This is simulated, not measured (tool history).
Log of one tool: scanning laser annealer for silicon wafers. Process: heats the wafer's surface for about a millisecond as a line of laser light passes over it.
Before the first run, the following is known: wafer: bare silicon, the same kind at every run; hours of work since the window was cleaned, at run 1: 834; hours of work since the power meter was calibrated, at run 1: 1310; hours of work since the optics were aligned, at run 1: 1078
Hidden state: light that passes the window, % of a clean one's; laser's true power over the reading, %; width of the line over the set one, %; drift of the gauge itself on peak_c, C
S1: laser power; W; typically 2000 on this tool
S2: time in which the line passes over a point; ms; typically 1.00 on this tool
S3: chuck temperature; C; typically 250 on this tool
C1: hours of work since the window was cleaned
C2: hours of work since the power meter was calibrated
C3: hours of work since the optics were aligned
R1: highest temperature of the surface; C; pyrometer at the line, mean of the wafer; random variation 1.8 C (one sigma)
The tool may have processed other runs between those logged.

run	hour	S1	S2	S3	C1	C2	C3	R1
1	0.0	2000	1.00	250	834	1310	1078	937
2	34.7	2000	1.00	250	858	1335	1102	933
3	81.1	2000	1.00	250	891	1367	1135	932
# hour 117.1: window over the wafer cleaned
4	154.9	2000	1.00	250	27	1418	1185	956
5	198.1	2000	1.00	250	57	1448	1216	954
6	247.1	2000	0.94	250	91	1483	1250	931
7	320.2	2000	0.94	250	143	1534	1301	929
8	372.6	2000	0.94	250	180	1571	1338	926
# hour 394.4: optics aligned, line set to its width
9	441.1	2000	0.94	250	225	1616	33	950
10	497.9	2000	1.00	250	265	1656	73	971
11	561.6	2000	1.00	250	309	1701	118	968
12	610.9	2000	1.00	275	344	1735	152	990
13	685.0	2000	1.07	284	396	1787	205	1021
14	735.1	2000	1.00	212	431	1823	240	926
15	773.9	1914	1.00	250	459	1850	267	926
16	813.2	1775	1.00	241	486	1878	295	854
17	856.9	2021	1.00	227	517	1908	325	943
18	909.8	2131	1.00	250	554	1946	363	1016
19	944.1	1753	1.23	220	579	1970	387	884
20	982.8	1708	0.98	225	606	1997	414	802
21	1057.7	1835	0.83	265	659	2050	467	844
22	1101.4	1835	0.83	211	689	2080	498	787
23	1151.8	1835	0.83	211	725	2116	533	786

Here are 4 independent what-if runs from the current tool condition. What would each one return?
A	1213.2	1798	0.99	218	768	2159	576	?
B	1213.2	1784	1.00	253	768	2159	576	?
C	1213.2	2000	0.81	250	768	2159	576	?
D	1213.2	1708	1.07	250	768	2159	576	?

run	R1
A	827
B	860
C	880
D	844
Take away the tool's hidden state, keep each run's random variation, and the runs would have read:
run	R1
A	850
B	883
C	904
D	866
